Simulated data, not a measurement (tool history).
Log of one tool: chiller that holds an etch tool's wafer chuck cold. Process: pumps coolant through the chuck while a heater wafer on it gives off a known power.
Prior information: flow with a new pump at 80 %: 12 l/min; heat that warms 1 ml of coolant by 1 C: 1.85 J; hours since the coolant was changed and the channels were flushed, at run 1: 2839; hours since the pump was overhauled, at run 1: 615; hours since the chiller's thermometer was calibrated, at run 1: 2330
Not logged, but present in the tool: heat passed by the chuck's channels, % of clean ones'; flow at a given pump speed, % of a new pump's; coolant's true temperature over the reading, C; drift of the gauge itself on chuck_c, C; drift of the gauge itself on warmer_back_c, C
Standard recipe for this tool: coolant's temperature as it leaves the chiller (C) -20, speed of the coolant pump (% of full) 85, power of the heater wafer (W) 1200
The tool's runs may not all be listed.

run    hour  coolant's temperature as it leaves the chiller (C)  speed of the coolant pump (% of full)  power of the heater wafer (W)  hours since the coolant was changed and the channels were flushed  hours since the pump was overhauled  hours since the chiller's thermometer was calibrated  chuck's temperature once it has settled (C)  how much warmer the coolant comes back (C)
  1     0.0                                                 -20                                     85                           1200                                                               2839                                  615                                                  2330                                       -11.07                                        3.09
  2    59.1                                                 -20                                     85                           1200                                                               2898                                  674                                                  2389                                       -11.14                                        3.08
  3   129.1                                                 -20                                     85                            950                                                               2968                                  744                                                  2459                                       -12.89                                        2.45
  4   215.1                                                 -20                                     85                            950                                                               3054                                  830                                                  2545                                       -12.87                                        2.45
  5   313.5                                                 -21                                     85                           1200                                                               3153                                  929                                                  2644                                       -12.02                                        3.12
  6   432.0                                                 -20                                     85                            662                                                               3271                                 1047                                                  2762                                       -14.95                                        1.71
  7   559.5                                                 -20                                     85                           1200                                                               3399                                 1175                                                  2890                                       -11.03                                        3.12
  8   697.0                                                 -20                                     85                           1200                                                               3536                                 1312                                                  3027                                       -10.99                                        3.09
  9   791.3                                                 -30                                     85                           1200                                                               3631                                 1407                                                  3121                                       -20.97                                        3.11
 10   857.8                                                 -20                                     81                           1200                                                               3697                                 1473                                                  3188                                       -10.59                                        3.27
 11   941.8                                                 -20                                     92                           1200                                                               3781                                 1557                                                  3272                                       -11.36                                        2.86
      950.6  -- chiller's thermometer calibrated
 12  1040.7                                                 -20                                     92                           1200                                                               3879                                 1655                                                    90                                       -11.53                                        2.86
 13  1120.8                                                 -20                                     92                           1200                                                               3959                                 1735                                                   170                                       -11.36                                        2.84
 14  1243.6                                                 -19                                     86                           1031                                                               4082                                 1858                                                   293                                       -11.22                                        2.66
 15  1304.5                                                 -19                                     86                           1031                                                               4143                                 1919                                                   354                                       -11.32                                        2.66
 16  1361.5                                                 -11                                     73                           1321                                                               4200                                 1976                                                   411                                        -0.01                                        4.06
 17  1488.1                                                 -28                                     85                           1200                                                               4327                                 2102                                                   538                                       -18.87                                        3.11
 18  1588.0                                                 -28                                     85                           1200                                                               4426                                 2202                                                   637                                       -18.86                                        3.14
 19  1683.2                                                 -20                                     66                           1200                                                               4522                                 2297                                                   733                                        -9.26                                        4.10
 20  1769.7                                                 -15                                     82                           1076                                                               4608                                 2384                                                   819                                        -6.61                                        2.91
 21  1827.0                                                 -14                                     69                            872                                                               4665                                 2441                                                   876                                        -6.42                                        2.86
 22  1936.3                                                 -26                                     77                           1069                                                               4775                                 2551                                                   986                                       -17.27                                        3.11
 23  2018.3                                                 -26                                     77                           1069                                                               4857                                 2633                                                  1068                                       -17.40                                        3.12
 24  2083.8                                                 -26                                     77                           1069                                                               4922                                 2698                                                  1133                                       -17.24                                        3.13
 25  2212.6                                                 -15                                     66                           1200                                                               5051                                 2827                                                  1262                                        -4.15                                        4.13
 26  2335.9                                                 -20                                     86                            748                                                               5174                                 2950                                                  1385                                       -14.20                                        1.95

Predict each of these 4 candidate next runs independently; none follows another, all start after run 26:
  A  2409.8                                                 -28                                     76                           1200                                                               5248                                 3024                                                  1459                                            ?                                           ?
  B  2409.8                                                 -21                                    100                            927                                                               5248                                 3024                                                  1459                                            ?                                           ?
  C  2409.8                                                 -20                                     86                           1780                                                               5248                                 3024                                                  1459                                            ?                                           ?
  D  2409.8                                                 -24                                     86                            900                                                               5248                                 3024                                                  1459                                            ?                                           ?

run  chuck's temperature once it has settled (C)  how much warmer the coolant comes back (C)
  A                                       -18.03                                        3.55
  B                                       -14.42                                        2.04
  C                                        -6.40                                        4.61
  D                                       -17.16                                        2.34
The same runs, with their run-to-run variation unchanged, on a tool lacking any hidden condition would have given:
run  chuck's temperature once it has settled (C)  how much warmer the coolant comes back (C)
  A                                       -18.80                                        3.43
  B                                       -14.97                                        1.97
  C                                        -7.40                                        4.45
  D                                       -17.73                                        2.26

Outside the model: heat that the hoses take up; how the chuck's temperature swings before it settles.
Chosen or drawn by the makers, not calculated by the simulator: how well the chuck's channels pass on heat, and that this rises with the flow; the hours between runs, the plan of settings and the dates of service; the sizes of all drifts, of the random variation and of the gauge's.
